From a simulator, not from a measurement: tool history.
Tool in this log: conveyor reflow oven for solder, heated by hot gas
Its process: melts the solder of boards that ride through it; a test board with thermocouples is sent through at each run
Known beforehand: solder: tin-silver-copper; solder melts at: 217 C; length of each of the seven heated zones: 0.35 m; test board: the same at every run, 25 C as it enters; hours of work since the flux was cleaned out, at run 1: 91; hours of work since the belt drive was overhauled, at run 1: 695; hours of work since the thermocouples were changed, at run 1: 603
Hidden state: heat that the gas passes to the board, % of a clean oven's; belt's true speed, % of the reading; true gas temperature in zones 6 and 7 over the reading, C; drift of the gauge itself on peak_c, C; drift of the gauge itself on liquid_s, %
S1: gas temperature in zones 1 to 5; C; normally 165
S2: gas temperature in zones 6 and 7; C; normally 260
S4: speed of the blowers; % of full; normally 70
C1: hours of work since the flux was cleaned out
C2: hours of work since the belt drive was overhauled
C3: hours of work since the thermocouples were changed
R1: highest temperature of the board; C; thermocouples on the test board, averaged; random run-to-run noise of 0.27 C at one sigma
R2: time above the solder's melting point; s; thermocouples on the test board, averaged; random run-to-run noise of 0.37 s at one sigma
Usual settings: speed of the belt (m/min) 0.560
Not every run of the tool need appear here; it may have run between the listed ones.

Run 1, hour 0.0: usual settings; C1 91; C2 695; C3 603. Result: R1 243.4 C, R2 47.2 s.
Run 2, hour 24.0: usual settings; C1 107; C2 711; C3 619. Result: R1 243.7 C, R2 46.8 s.
Run 3, hour 47.2: usual settings; C1 123; C2 727; C3 635. Result: R1 243.6 C, R2 46.8 s.
Run 4, hour 65.1: usual settings but S2 267 C; C1 135; C2 739; C3 647. Result: R1 250.0 C, R2 51.6 s.
Run 5, hour 81.1: usual settings but S2 267 C, S4 86 % of full; C1 146; C2 750; C3 658. Result: R1 252.9 C, R2 56.0 s.
Run 6, hour 93.2: usual settings but S2 267 C, S4 86 % of full; C1 154; C2 758; C3 666. Result: R1 252.8 C, R2 55.5 s.
Run 7, hour 113.5: usual settings but S2 267 C, S4 86 % of full; C1 168; C2 772; C3 680. Result: R1 252.8 C, R2 55.1 s.
Run 8, hour 133.5: usual settings but S2 267 C, S4 86 % of full; C1 181; C2 786; C3 694. Result: R1 252.8 C, R2 54.6 s.
Run 9, hour 158.8: usual settings; C1 198; C2 803; C3 711. Result: R1 243.2 C, R2 46.3 s.
Run 10, hour 178.2: usual settings; C1 211; C2 816; C3 724. Result: R1 243.7 C, R2 46.4 s.
At hour 183.7: belt drive overhauled, speed set with a stopwatch.
At hour 206.8: flux residue cleaned out of gas plates and filters.
Run 11, hour 207.9: usual settings; C1 1; C2 13; C3 738. Result: R1 246.1 C, R2 49.2 s.
Run 12, hour 222.5: usual settings; C1 11; C2 23; C3 748. Result: R1 245.6 C, R2 49.4 s.
Run 13, hour 247.4: usual settings but S1 171 C, S2 252 C; C1 28; C2 40; C3 765. Result: R1 240.0 C, R2 45.8 s.
Run 14, hour 259.8: usual settings but S1 175 C, S4 80 % of full; C1 36; C2 48; C3 773. Result: R1 249.1 C, R2 56.7 s.
At hour 274.1: belt drive overhauled, speed set with a stopwatch, once more.
Run 15, hour 284.9: usual settings but S1 179 C, S4 80 % of full; C1 50; C2 7; C3 788. Result: R1 248.3 C, R2 55.7 s.
Run 16, hour 302.3: usual settings but S1 179 C, S4 80 % of full; C1 62; C2 19; C3 799. Result: R1 248.2 C, R2 55.8 s.
Run 17, hour 317.8: usual settings but S1 179 C, S2 267 C, speed of the belt (m/min) 0.572, S4 62 % of full; C1 73; C2 30; C3 810. Result: R1 250.1 C, R2 54.2 s.
Run 18, hour 332.0: usual settings but S1 179 C, S2 267 C, speed of the belt (m/min) 0.572, S4 62 % of full; C1 82; C2 39; C3 819. Result: R1 250.5 C, R2 53.2 s.
Run 19, hour 357.1: usual settings but S1 167 C, S2 275 C, speed of the belt (m/min) 0.638, S4 62 % of full; C1 99; C2 56; C3 837. Result: R1 249.1 C, R2 43.0 s.
Run 20, hour 381.5: usual settings but S1 172 C, S2 267 C, speed of the belt (m/min) 0.638, S4 62 % of full; C1 116; C2 73; C3 853. Result: R1 244.0 C, R2 41.0 s.
Run 21, hour 392.9: usual settings but S1 179 C, S2 264 C, speed of the belt (m/min) 0.576, S4 60 % of full; C1 123; C2 81; C3 861. Result: R1 246.5 C, R2 50.1 s.
Run 22, hour 404.8: usual settings but S1 179 C, S2 264 C, speed of the belt (m/min) 0.576, S4 64 % of full; C1 132; C2 89; C3 869. Result: R1 247.2 C, R2 51.8 s.
Run 23, hour 427.6: usual settings but S1 172 C, speed of the belt (m/min) 0.455; C1 147; C2 104; C3 884. Result: R1 251.0 C, R2 68.8 s.

5 ways to go on from here, each from the tool as it stands after run 23. What would each give?
Run A, hour 447.0: usual settings but S2 262 C, speed of the belt (m/min) 0.515; C1 160; C2 117; C3 898. Result: R1 ?, R2 ?.
Run B, hour 447.0: usual settings but S2 263 C, speed of the belt (m/min) 0.594, S4 64 % of full; C1 160; C2 117; C3 898. Result: R1 ?, R2 ?.
Run C, hour 447.0: usual settings but S1 162 C, speed of the belt (m/min) 0.458, S4 63 % of full; C1 160; C2 117; C3 898. Result: R1 ?, R2 ?.
Run D, hour 447.0: usual settings but S1 155 C, speed of the belt (m/min) 0.455; C1 160; C2 117; C3 898. Result: R1 ?, R2 ?.
Run E, hour 447.0: usual settings but S2 262 C; C1 160; C2 117; C3 898. Result: R1 ?, R2 ?.

run     R1    R2
  A  248.2  54.7
  B  242.3  40.6
  C  247.9  61.0
  D  249.4  61.1
  E  245.7  47.1
Without the tool's unlogged condition, the same runs would have read:
run     R1    R2
  A  247.0  53.9
  B  241.5  40.0
  C  246.5  59.9
  D  248.1  60.2
  E  244.7  46.5

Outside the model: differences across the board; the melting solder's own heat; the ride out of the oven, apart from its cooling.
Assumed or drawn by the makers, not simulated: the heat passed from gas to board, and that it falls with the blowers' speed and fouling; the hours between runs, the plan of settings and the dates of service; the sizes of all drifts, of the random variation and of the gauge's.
